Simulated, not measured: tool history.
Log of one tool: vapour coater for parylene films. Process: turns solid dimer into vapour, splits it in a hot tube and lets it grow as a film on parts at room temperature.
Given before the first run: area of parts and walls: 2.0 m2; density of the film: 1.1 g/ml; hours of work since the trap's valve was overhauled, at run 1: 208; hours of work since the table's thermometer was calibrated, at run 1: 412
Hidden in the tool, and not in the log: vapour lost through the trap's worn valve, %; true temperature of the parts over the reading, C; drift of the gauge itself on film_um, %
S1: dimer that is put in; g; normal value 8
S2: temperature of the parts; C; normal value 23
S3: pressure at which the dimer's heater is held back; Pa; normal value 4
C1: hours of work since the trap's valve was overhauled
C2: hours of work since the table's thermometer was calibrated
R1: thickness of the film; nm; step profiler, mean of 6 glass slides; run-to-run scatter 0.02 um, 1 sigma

run   hour  S1  S2     S3   C1   C2    R1
  1      0   8  23      4  208  412  2020
  2   45.4   8  27      4  243  447  1730
  3   92.6   8  27      4  280  484  1740
  4  135.8   8  23      4  313  517  2040
  5  163.2   8  23      4  334  538  1990
  6  199.7   8  23      4  362  567  2020
  7  240.5   8  23      4  394  598  1990
  8  282.9   8  23      4  427  631  2030
  9  339.5   8  23   2.02  471  675  2160
 10  393.2   4  23      4  512  716  1040
 11  417.2   4  23      4  531  735  1010
 12    460   4  23      4  564  768   990
 13    496   8  23   4.75  592  796  1970
 14  537.8   3  23    7.4  624  828   660
 15  587.1   3  23    7.4  663  867   700
     594.7  -- trap's valve overhauled
     621.6  -- table's thermometer calibrated
 16  621.6   6  23      4   20    0  1520
 17  650.5   9  23   6.26   42   22  2120
 18  693.1   9  23   6.26   75   55  2120
 19  733.6   9  23   6.26  107   87  2130
 20  782.4  11  23  11.43  145  125  2440
 21  813.4  11  25   3.58  169  149  2590
 22  856.8  11  25   3.58  202  182  2590

Consider 5 possible next runs. They are alternatives, not a sequence: every one starts from the tool as it was left by run 22. What does each give?
  A  880.3   8  33  5.37  220  200   ?
  B  880.3  10  30     4  220  200   ?
  C  880.3  11  25   2.7  220  200   ?
  D  880.3   6  25  5.94  220  200   ?
  E  880.3   8  23  2.13  220  200   ?

run    R1
  A  1320
  B  1930
  C  2700
  D  1320
  E  2180
Take away the tool's hidden state, keep each run's random variation, and the runs would have read:
run    R1
  A  1320
  B  1930
  C  2710
  D  1320
  E  2180

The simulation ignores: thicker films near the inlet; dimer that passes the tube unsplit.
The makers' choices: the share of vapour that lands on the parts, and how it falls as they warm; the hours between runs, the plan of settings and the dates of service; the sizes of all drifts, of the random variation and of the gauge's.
